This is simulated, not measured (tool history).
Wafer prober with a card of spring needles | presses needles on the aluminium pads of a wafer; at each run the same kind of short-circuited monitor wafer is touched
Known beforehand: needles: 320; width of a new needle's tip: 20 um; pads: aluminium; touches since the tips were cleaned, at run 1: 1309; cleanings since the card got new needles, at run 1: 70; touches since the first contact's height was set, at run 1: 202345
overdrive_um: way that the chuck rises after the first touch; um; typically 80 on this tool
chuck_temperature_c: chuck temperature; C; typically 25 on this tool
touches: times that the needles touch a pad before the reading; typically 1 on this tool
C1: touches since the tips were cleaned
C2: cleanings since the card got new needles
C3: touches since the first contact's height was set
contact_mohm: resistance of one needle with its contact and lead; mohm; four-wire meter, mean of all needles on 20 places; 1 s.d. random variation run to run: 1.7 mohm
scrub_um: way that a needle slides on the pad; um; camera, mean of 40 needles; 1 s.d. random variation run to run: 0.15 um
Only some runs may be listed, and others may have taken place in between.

Run 1, hour 0: usual settings; C1 1309; C2 70; C3 202345. Result: contact_mohm 251 mohm, scrub_um 13.26 um.
At hour 2.7: tips cleaned on abrasive film.
At hour 3: height of the first contact set anew.
At hour 9.4: tips cleaned on abrasive film.
At hour 16.1: tips cleaned on abrasive film.
At hour 22.6: tips cleaned on abrasive film.
Run 2, hour 23.4: usual settings; C1 361; C2 74; C3 9090. Result: contact_mohm 199 mohm, scrub_um 14.43 um.
At hour 28.7: tips cleaned on abrasive film.
At hour 35.4: tips cleaned on abrasive film.
At hour 41.1: tips cleaned on abrasive film.
Run 3, hour 41.1: usual settings; C1 0; C2 77; C3 16973. Result: contact_mohm 186 mohm, scrub_um 14.58 um.
At hour 47.8: tips cleaned on abrasive film.
At hour 54.5: tips cleaned on abrasive film.
Run 4, hour 54.9: usual settings but touches 3; C1 176; C2 79; C3 23105. Result: contact_mohm 179 mohm, scrub_um 14.42 um.
At hour 60.2: tips cleaned on abrasive film.
At hour 66.9: tips cleaned on abrasive film.
Run 5, hour 71.1: usual settings but touches 3; C1 1883; C2 81; C3 30337. Result: contact_mohm 202 mohm, scrub_um 14.42 um.
At hour 72.5: tips cleaned on abrasive film.
At hour 79.1: tips cleaned on abrasive film.
At hour 85.3: tips cleaned on abrasive film.
Run 6, hour 85.3: usual settings but touches 3; C1 0; C2 84; C3 36630. Result: contact_mohm 180 mohm, scrub_um 14.64 um.
At hour 91.9: tips cleaned on abrasive film.
At hour 98.6: tips cleaned on abrasive film.
At hour 105: tips cleaned on abrasive film.
Run 7, hour 108.7: usual settings but touches 3; C1 1641; C2 87; C3 47081. Result: contact_mohm 201 mohm, scrub_um 14.56 um.
At hour 111.4: tips cleaned on abrasive film.
At hour 118: tips cleaned on abrasive film.
Run 8, hour 122.2: usual settings; C1 1896; C2 89; C3 53130. Result: contact_mohm 262 mohm, scrub_um 14.23 um.
At hour 123.6: tips cleaned on abrasive film.
At hour 130: tips cleaned on abrasive film.
At hour 136.5: tips cleaned on abrasive film.
At hour 143.2: tips cleaned on abrasive film.
Run 9, hour 143.7: usual settings but chuck_temperature_c 39 C; C1 221; C2 93; C3 62681. Result: contact_mohm 201 mohm, scrub_um 14.06 um.
At hour 149: tips cleaned on abrasive film.
At hour 155.6: tips cleaned on abrasive film.
At hour 162.1: tips cleaned on abrasive film.
Run 10, hour 162.8: usual settings; C1 327; C2 96; C3 71187. Result: contact_mohm 201 mohm, scrub_um 13.97 um.
At hour 168.2: tips cleaned on abrasive film.
At hour 174.1: tips cleaned on abrasive film.
At hour 180.6: tips cleaned on abrasive film.
Run 11, hour 185.7: usual settings; C1 2319; C2 99; C3 81413. Result: contact_mohm 271 mohm, scrub_um 13.72 um.
At hour 187.1: tips cleaned on abrasive film.
At hour 193.7: tips cleaned on abrasive film.
At hour 200.4: tips cleaned on abrasive film.
Run 12, hour 203.4: usual settings; C1 1370; C2 102; C3 89286. Result: contact_mohm 246 mohm, scrub_um 14.02 um.
At hour 206.1: tips cleaned on abrasive film.
At hour 212.3: tips cleaned on abrasive film.
At hour 219: tips cleaned on abrasive film.
Run 13, hour 221.3: usual settings; C1 1034; C2 105; C3 97264. Result: contact_mohm 228 mohm, scrub_um 14.25 um.
At hour 225.4: tips cleaned on abrasive film.
At hour 232: tips cleaned on abrasive film.
Run 14, hour 232.9: usual settings; C1 427; C2 107; C3 102413. Result: contact_mohm 209 mohm, scrub_um 13.88 um.
At hour 237.9: tips cleaned on abrasive film.
At hour 243.4: tips cleaned on abrasive film.
Run 15, hour 243.4: usual settings but overdrive_um 90 um, chuck_temperature_c 31 C, touches 2; C1 0; C2 109; C3 107096. Result: contact_mohm 178 mohm, scrub_um 15.83 um.
At hour 249.9: tips cleaned on abrasive film.
At hour 256.3: tips cleaned on abrasive film.
Run 16, hour 259.1: usual settings but overdrive_um 90 um, chuck_temperature_c 31 C, touches 2; C1 1296; C2 111; C3 114105. Result: contact_mohm 207 mohm, scrub_um 15.54 um.
At hour 261.8: tips cleaned on abrasive film.
At hour 268.5: tips cleaned on abrasive film.
At hour 274.9: tips cleaned on abrasive film.
At hour 281.4: tips cleaned on abrasive film.
Run 17, hour 281.9: usual settings but overdrive_um 71 um, chuck_temperature_c 88 C; C1 219; C2 115; C3 124222. Result: contact_mohm 213 mohm, scrub_um 12.16 um.
At hour 287.3: tips cleaned on abrasive film.
At hour 293.7: tips cleaned on abrasive film.
At hour 299.6: tips cleaned on abrasive film.
Run 18, hour 299.6: usual settings but overdrive_um 69 um; C1 0; C2 118; C3 132085. Result: contact_mohm 201 mohm, scrub_um 11.91 um.
At hour 306.2: tips cleaned on abrasive film.
At hour 312.7: tips cleaned on abrasive film.
Run 19, hour 315.8: usual settings but overdrive_um 69 um; C1 1391; C2 120; C3 139339. Result: contact_mohm 297 mohm, scrub_um 11.51 um.
At hour 318.3: tips cleaned on abrasive film.
At hour 324.8: tips cleaned on abrasive film.
At hour 330.4: tips cleaned on abrasive film.
Run 20, hour 330.4: usual settings but chuck_temperature_c 40 C; C1 0; C2 123; C3 145832. Result: contact_mohm 191 mohm, scrub_um 13.77 um.
At hour 337.1: tips cleaned on abrasive film.
At hour 342.6: tips cleaned on abrasive film.
Run 21, hour 342.6: usual settings but overdrive_um 86 um; C1 0; C2 125; C3 151262. Result: contact_mohm 185 mohm, scrub_um 14.76 um.
At hour 349.3: tips cleaned on abrasive film.
At hour 355.9: tips cleaned on abrasive film.
At hour 362.5: tips cleaned on abrasive film.
Run 22, hour 366.1: usual settings but overdrive_um 86 um; C1 1622; C2 128; C3 161732. Result: contact_mohm 267 mohm, scrub_um 14.6 um.
At hour 368.6: tips cleaned on abrasive film.
At hour 374: tips cleaned on abrasive film.
At hour 380.7: tips cleaned on abrasive film.
At hour 387.3: tips cleaned on abrasive film.
Run 23, hour 391.1: usual settings but overdrive_um 66 um, chuck_temperature_c 42 C; C1 1707; C2 132; C3 172893. Result: contact_mohm 348 mohm, scrub_um 10.95 um.
At hour 393.8: tips cleaned on abrasive film.
At hour 399.9: tips cleaned on abrasive film.
At hour 406.2: tips cleaned on abrasive film.
At hour 412.9: tips cleaned on abrasive film.
Run 24, hour 415.5: usual settings but touches 2; C1 1158; C2 136; C3 183744. Result: contact_mohm 217 mohm, scrub_um 13.19 um.
At hour 419.4: tips cleaned on abrasive film.
At hour 426.1: tips cleaned on abrasive film.
At hour 432.7: tips cleaned on abrasive film.
Run 25, hour 433.7: usual settings but overdrive_um 100 um, chuck_temperature_c 104 C, touches 2; C1 452; C2 139; C3 191845. Result: contact_mohm 204 mohm, scrub_um 17.15 um.
At hour 439.1: tips cleaned on abrasive film.
At hour 445.6: tips cleaned on abrasive film.
At hour 452.3: tips cleaned on abrasive film.
Run 26, hour 453.9: usual settings but overdrive_um 100 um, chuck_temperature_c 104 C, touches 2; C1 733; C2 142; C3 200862. Result: contact_mohm 212 mohm, scrub_um 17.01 um.
At hour 458: tips cleaned on abrasive film.
At hour 459.6: height of the first contact set anew.
At hour 464.7: tips cleaned on abrasive film.
At hour 471.3: tips cleaned on abrasive film.
Run 27, hour 472.6: usual settings but overdrive_um 66 um, chuck_temperature_c 40 C, touches 2; C1 579; C2 145; C3 5801. Result: contact_mohm 210 mohm, scrub_um 11.91 um.

Branching from run 27: 5 alternative next runs. What would each branch give?
At hour 477.7: tips cleaned on abrasive film.
At hour 484.3: tips cleaned on abrasive film.
At hour 490.7: tips cleaned on abrasive film.
Run A, hour 492.2: usual settings but overdrive_um 66 um, chuck_temperature_c 84 C; C1 653; C2 148; C3 14526. Result: contact_mohm ?, scrub_um ?.
At hour 477.7: tips cleaned on abrasive film.
At hour 484.3: tips cleaned on abrasive film.
At hour 490.7: tips cleaned on abrasive film.
Run B, hour 492.2: usual settings but overdrive_um 66 um, chuck_temperature_c 63 C, touches 2; C1 653; C2 148; C3 14526. Result: contact_mohm ?, scrub_um ?.
At hour 477.7: tips cleaned on abrasive film.
At hour 484.3: tips cleaned on abrasive film.
At hour 490.7: tips cleaned on abrasive film.
Run C, hour 492.2: usual settings but overdrive_um 66 um, chuck_temperature_c 98 C; C1 653; C2 148; C3 14526. Result: contact_mohm ?, scrub_um ?.
At hour 477.7: tips cleaned on abrasive film.
At hour 484.3: tips cleaned on abrasive film.
At hour 490.7: tips cleaned on abrasive film.
Run D, hour 492.2: usual settings but overdrive_um 65 um, chuck_temperature_c 43 C, touches 3; C1 653; C2 148; C3 14526. Result: contact_mohm ?, scrub_um ?.
At hour 477.7: tips cleaned on abrasive film.
At hour 484.3: tips cleaned on abrasive film.
At hour 490.7: tips cleaned on abrasive film.
Run E, hour 492.2: usual settings but touches 3; C1 653; C2 148; C3 14526. Result: contact_mohm ?, scrub_um ?.

run  contact_mohm  scrub_um
  A           257      11.9
  B           225     11.82
  C           253     12.35
  D           205     11.74
  E           193     14.48
Take away the tool's hidden state, keep each run's random variation, and the runs would have read:
run  contact_mohm  scrub_um
  A           189        12
  B           182     11.92
  C           187     12.44
  D           176     11.84
  E           173     14.57
